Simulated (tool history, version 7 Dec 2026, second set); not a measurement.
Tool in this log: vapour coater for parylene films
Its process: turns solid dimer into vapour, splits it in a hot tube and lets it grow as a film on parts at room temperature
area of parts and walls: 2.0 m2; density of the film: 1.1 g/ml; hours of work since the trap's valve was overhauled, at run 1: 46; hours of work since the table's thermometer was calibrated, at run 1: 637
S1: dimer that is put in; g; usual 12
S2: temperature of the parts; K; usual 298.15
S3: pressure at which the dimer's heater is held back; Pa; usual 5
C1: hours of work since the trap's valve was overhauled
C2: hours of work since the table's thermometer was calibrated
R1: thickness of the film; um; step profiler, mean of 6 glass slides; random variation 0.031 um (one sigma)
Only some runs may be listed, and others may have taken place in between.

run	day	S1	S2	S3	C1	C2	R1
1	0	12	298.15	5	46	637	2.99
2	1.462	12	298.15	5	76	667	2.93
3	2.821	12	298.15	5	104	695	2.89
4	3.771	16	298.15	5	124	715	3.82
5	4.658	16	298.15	5	142	733	3.78
6	5.367	16	298.15	5	156	748	3.76
7	6.896	6	298.15	5	188	779	1.38
8	8.133	6	298.15	5	214	805	1.39
# day 8.288: table's thermometer calibrated
# day 9.05: trap's valve overhauled
9	9.083	12	298.15	5	1	13	3.14
10	9.992	12	298.15	5	19	32	3.12
11	10.854	12	298.15	5	37	50	3.08
12	12.225	12	298.15	5	65	78	3.09
13	13.658	12	298.15	5	95	107	2.97
14	14.912	12	298.15	5	121	133	2.88
# day 15.8: table's thermometer calibrated, once more
15	16.208	12	294.15	5	147	8	3.15
16	17.392	18	292.15	5.24	171	33	4.77
17	19.062	12	292.15	9.85	206	67	2.83
18	19.788	8	309.15	8.87	220	82	1.27
# day 20.329: trap's valve overhauled
19	21.412	13	296.15	2.25	22	112	3.89
20	22.825	8	296.15	11.84	51	141	1.83
21	23.838	10	298.15	5	72	162	2.47
22	24.983	8	292.15	5	96	186	2.2
23	25.721	8	292.15	5	111	201	2.22
24	26.396	18	299.15	10.24	125	215	3.75
25	27.971	15	298.15	9.55	157	247	3.25

Forecast run 26:
26	29.092	15	298.15	9.55	181	271	?

Run 26 gave R1 3.09 um.
Were there no unlogged condition in the tool, this run, its random variation unchanged, would have produced R1 3.38 um.

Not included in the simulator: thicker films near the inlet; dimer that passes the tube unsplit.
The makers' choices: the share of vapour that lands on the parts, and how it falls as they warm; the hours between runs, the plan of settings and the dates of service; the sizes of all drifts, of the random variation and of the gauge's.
